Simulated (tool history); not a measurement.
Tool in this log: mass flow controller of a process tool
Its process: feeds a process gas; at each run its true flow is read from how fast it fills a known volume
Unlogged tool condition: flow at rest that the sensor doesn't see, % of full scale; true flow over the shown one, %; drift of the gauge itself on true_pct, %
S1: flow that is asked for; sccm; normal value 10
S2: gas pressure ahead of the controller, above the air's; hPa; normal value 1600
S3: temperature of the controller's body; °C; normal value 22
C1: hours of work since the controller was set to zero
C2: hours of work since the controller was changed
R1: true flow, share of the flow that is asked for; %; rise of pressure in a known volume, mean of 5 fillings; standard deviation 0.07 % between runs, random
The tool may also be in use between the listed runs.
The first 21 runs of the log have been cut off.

{"run": 22, "hour": 7859.5, "S1": 10, "S2": 1410, "S3": 22, "C1": 4458, "C2": 10176, "R1": 96.79}
{"run": 23, "hour": 8334.0, "S1": 3, "S2": 2230, "S3": 22, "C1": 4719, "C2": 10437, "R1": 96.05}
{"run": 24, "hour": 8793.7, "S1": 16, "S2": 2690, "S3": 29, "C1": 4972, "C2": 10690, "R1": 97.95}
{"run": 25, "hour": 9304.7, "S1": 3, "S2": 1770, "S3": 22, "C1": 5253, "C2": 10971, "R1": 95.4}
{"hour": 9684.4, "done": "gauge calibrated"}
{"hour": 9710.5, "done": "controller's zero set anew"}
{"hour": 9788.8, "done": "controller exchanged for a calibrated one"}
{"run": 26, "hour": 9788.8, "S1": 10, "S2": 1650, "S3": 22, "C1": 0, "C2": 0, "R1": 98.28}
{"run": 27, "hour": 10007.5, "S1": 8, "S2": 1820, "S3": 24, "C1": 120, "C2": 120, "R1": 98.17}
{"run": 28, "hour": 10290.8, "S1": 8, "S2": 1820, "S3": 24, "C1": 276, "C2": 276, "R1": 98.16}
{"run": 29, "hour": 10734.4, "S1": 8, "S2": 1800, "S3": 31, "C1": 520, "C2": 520, "R1": 98.3}
{"run": 30, "hour": 10958.4, "S1": 10, "S2": 1830, "S3": 22, "C1": 643, "C2": 643, "R1": 98.09}
{"run": 31, "hour": 11372.1, "S1": 10, "S2": 1410, "S3": 22, "C1": 871, "C2": 871, "R1": 97.78}
{"run": 32, "hour": 11699.2, "S1": 7, "S2": 1600, "S3": 40, "C1": 1051, "C2": 1051, "R1": 98.13}
{"run": 33, "hour": 11914.0, "S1": 9, "S2": 2390, "S3": 40, "C1": 1169, "C2": 1169, "R1": 98.66}
{"run": 34, "hour": 12337.3, "S1": 5, "S2": 1600, "S3": 22, "C1": 1402, "C2": 1402, "R1": 97.11}
{"run": 35, "hour": 12854.3, "S1": 3, "S2": 2320, "S3": 33, "C1": 1686, "C2": 1686, "R1": 97.27}
{"run": 36, "hour": 13109.0, "S1": 3, "S2": 2320, "S3": 27, "C1": 1827, "C2": 1827, "R1": 97.16}
{"run": 37, "hour": 13366.3, "S1": 3, "S2": 2320, "S3": 27, "C1": 1968, "C2": 1968, "R1": 97.01}
{"run": 38, "hour": 13840.9, "S1": 3, "S2": 2320, "S3": 27, "C1": 2229, "C2": 2229, "R1": 96.91}
{"run": 39, "hour": 14324.4, "S1": 3, "S2": 2590, "S3": 38, "C1": 2495, "C2": 2495, "R1": 97.34}
{"run": 40, "hour": 14696.7, "S1": 8, "S2": 2120, "S3": 29, "C1": 2700, "C2": 2700, "R1": 97.44}
{"run": 41, "hour": 15176.1, "S1": 8, "S2": 2120, "S3": 29, "C1": 2964, "C2": 2964, "R1": 97.32}
{"run": 42, "hour": 15699.4, "S1": 8, "S2": 2120, "S3": 29, "C1": 3251, "C2": 3251, "R1": 97.3}
{"run": 43, "hour": 16085.1, "S1": 9, "S2": 2290, "S3": 23, "C1": 3464, "C2": 3464, "R1": 97.07}
{"run": 44, "hour": 16303.9, "S1": 9, "S2": 2290, "S3": 23, "C1": 3584, "C2": 3584, "R1": 97.11}

Alternative continuations, all from the tool just after run 44; predict every row:
{"run": "A", "hour": 16582.3, "S1": 8, "S2": 2450, "S3": 28, "C1": 3737, "C2": 3737, "R1": "?"}
{"run": "B", "hour": 16582.3, "S1": 9, "S2": 2670, "S3": 25, "C1": 3737, "C2": 3737, "R1": "?"}
{"run": "C", "hour": 16582.3, "S1": 5, "S2": 1600, "S3": 27, "C1": 3737, "C2": 3737, "R1": "?"}
{"run": "D", "hour": 16582.3, "S1": 4, "S2": 2290, "S3": 26, "C1": 3737, "C2": 3737, "R1": "?"}

run=A R1=97.09
run=B R1=97.28
run=C R1=96.51
run=D R1=96.48
Had the tool no hidden state, the same runs would have come out as:
run=A R1=98.55
run=B R1=98.74
run=C R1=97.97
run=D R1=97.94
